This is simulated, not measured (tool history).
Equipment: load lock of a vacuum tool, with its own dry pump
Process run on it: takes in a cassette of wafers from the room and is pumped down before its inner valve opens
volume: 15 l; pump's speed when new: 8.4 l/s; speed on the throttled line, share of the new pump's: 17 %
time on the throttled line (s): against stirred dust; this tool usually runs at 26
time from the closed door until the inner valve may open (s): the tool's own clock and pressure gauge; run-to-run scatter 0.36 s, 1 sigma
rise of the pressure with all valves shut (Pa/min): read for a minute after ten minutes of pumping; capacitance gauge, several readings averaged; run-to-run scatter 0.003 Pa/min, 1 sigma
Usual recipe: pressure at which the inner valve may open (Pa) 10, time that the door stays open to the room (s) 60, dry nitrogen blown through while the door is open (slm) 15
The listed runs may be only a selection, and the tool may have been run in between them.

run,hour,time on the throttled line (s),pressure at which the inner valve may open (Pa),time that the door stays open to the room (s),dry nitrogen blown through while the door is open (slm),"incoming humidity of the room's air, %",time from the closed door until the inner valve may open (s),rise of the pressure with all valves shut (Pa/min)
1,0.0,26,10,60,15,46.1,38.8,0.151
2,217.5,26,13,60,15,41.7,38.5,0.155
3,386.4,26,13,60,15,48.2,38.0,0.169
4,566.8,26,13,60,15,43.8,38.6,0.173
5,811.4,26,13,60,15,45.5,37.9,0.185
6,1040.1,26,10,60,8,42.9,39.4,0.214
7,1266.5,26,10,60,8,45.5,38.9,0.228
8,1455.3,20,10,60,15,45.4,34.4,0.230
9,1632.4,26,10,60,15,46.0,39.2,0.244
10,1734.4,26,10,60,15,47.1,38.8,0.249
11,1878.5,26,10,60,15,44.3,39.0,0.257
12,2025.7,26,7,60,15,46.9,39.7,0.273
13,2178.1,26,7,60,15,41.2,39.2,0.284
14,2352.5,26,7,60,4,43.7,40.1,0.074
15,2477.9,26,7,60,4,46.2,39.6,0.082
16,2618.9,26,10,99,15,47.2,39.2,0.061
17,2811.4,26,10,60,15,48.3,39.4,0.055
18,2974.3,26,10,60,15,43.6,38.9,0.060
19,3079.1,46,10,40,11,47.8,55.8,0.067
20,3201.1,46,10,40,11,45.1,55.7,0.067
21,3306.9,38,10,55,11,46.2,48.2,0.074
22,3511.6,38,10,55,11,47.5,48.5,0.078
23,3742.4,38,10,55,11,44.4,49.3,0.079
24,3868.3,15,10,60,15,42.4,30.0,0.079
25,3990.5,36,10,60,15,45.0,47.0,0.085
26,4216.1,24,8,42,40,42.9,38.0,0.079
27,4428.7,24,8,42,40,48.1,38.4,0.083
28,4657.4,24,10,60,15,43.4,37.6,0.119
29,4903.0,24,9,220,17,46.0,38.0,0.142
30,5026.8,24,9,220,17,44.2,38.4,0.141
31,5265.6,17,11,135,44,44.4,31.0,0.129
32,5430.4,17,9,68,44,43.6,32.0,0.129
33,5593.9,39,9,26,44,45.1,50.8,0.141
34,5758.5,26,10,125,10,44.1,39.7,0.190
35,5943.5,26,13,60,15,43.6,39.4,0.175
36,6092.2,34,10,60,15,45.3,45.8,0.183

Put back what was entered between runs (1 entry, withheld): which listed runs does each sit between, and how does the hidden state differ from the listed run before to the listed run after?
After run 13, before run 14: door's seal changed, seat wiped (hour 2306.4)
  pump's speed, % of a new pump's: 94.1 -> 94; leak at the door's seal, Pa l/s: 0.0621 -> 0.0023
  measured result minus the result with no hidden state, time from the closed door until the inner valve may open (s): +0.8 -> +0.8; rise of the pressure with all valves shut (Pa/min): +0.244 -> +0.001
